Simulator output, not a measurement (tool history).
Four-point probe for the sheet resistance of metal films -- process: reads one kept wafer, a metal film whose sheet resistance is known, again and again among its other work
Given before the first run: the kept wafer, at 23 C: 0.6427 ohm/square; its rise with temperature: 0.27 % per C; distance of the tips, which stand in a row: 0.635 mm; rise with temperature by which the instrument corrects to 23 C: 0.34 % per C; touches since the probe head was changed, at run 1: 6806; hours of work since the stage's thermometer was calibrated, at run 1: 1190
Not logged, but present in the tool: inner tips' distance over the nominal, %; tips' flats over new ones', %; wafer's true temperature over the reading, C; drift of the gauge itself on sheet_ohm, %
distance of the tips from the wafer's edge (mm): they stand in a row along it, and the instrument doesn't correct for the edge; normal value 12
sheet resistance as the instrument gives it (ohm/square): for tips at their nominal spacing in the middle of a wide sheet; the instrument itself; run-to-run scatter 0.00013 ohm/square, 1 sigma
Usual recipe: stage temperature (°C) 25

run   hour  stage temperature (°C)  distance of the tips from the wafer's edge (mm)  touches since the probe head was changed  hours of work since the stage's thermometer was calibrated  sheet resistance as the instrument gives it (ohm/square)
  1      0                      25                                               12                                      6806                                                        1190                                                  0.642614
  2     13                      25                                               12                                      7059                                                        1198                                                  0.642691
  3   24.4                      25                                               12                                      7282                                                        1205                                                  0.642852
  4   37.6                      25                                               12                                      7538                                                        1213                                                  0.642654
  5   46.2                      25                                               38                                      7705                                                        1218                                                  0.641718
  6   57.8                      20                                               12                                      7932                                                        1225                                                  0.645118
  7   71.3                      25                                               13                                      8194                                                        1233                                                  0.642531
  8   81.5                      25                                               13                                      8393                                                        1239                                                  0.642547
  9   94.1                      25                                                6                                      8637                                                        1247                                                  0.645361
 10  105.2                      25                                                6                                      8853                                                        1254                                                  0.645475
 11  121.4                      25                                                6                                      9170                                                        1264                                                  0.645651
 12  136.7                      25                                                6                                      9467                                                        1273                                                  0.645459
 13  146.3                      24                                                6                                      9655                                                        1279                                                  0.645851
 14  156.4                      25                                               39                                      9850                                                        1285                                                  0.641602
 15  166.4                      22                                               39                                     10045                                                        1291                                                  0.642944
 16  179.3                      22                                               39                                     10297                                                        1299                                                  0.643211
 17  190.8                      29                                               69                                     10521                                                        1306                                                  0.639854
 18  202.2                      29                                               69                                     10743                                                        1313                                                  0.639811
 19  214.4                      28                                               37                                     10981                                                        1320                                                  0.640717
 20  227.3                      33                                               24                                     11231                                                        1328                                                  0.638485
 21  238.5                      33                                               24                                     11449                                                        1335                                                  0.638177

For run 22, what comes out?
 22  254.3                      28                                                3                                     11758                                                        1344                                                         ?

{"run 22": {"sheet resistance as the instrument gives it (ohm/square)": 0.655572}}
The same run, on a tool lacking any hidden state, would have yielded sheet resistance as the instrument gives it (ohm/square) 0.655644.
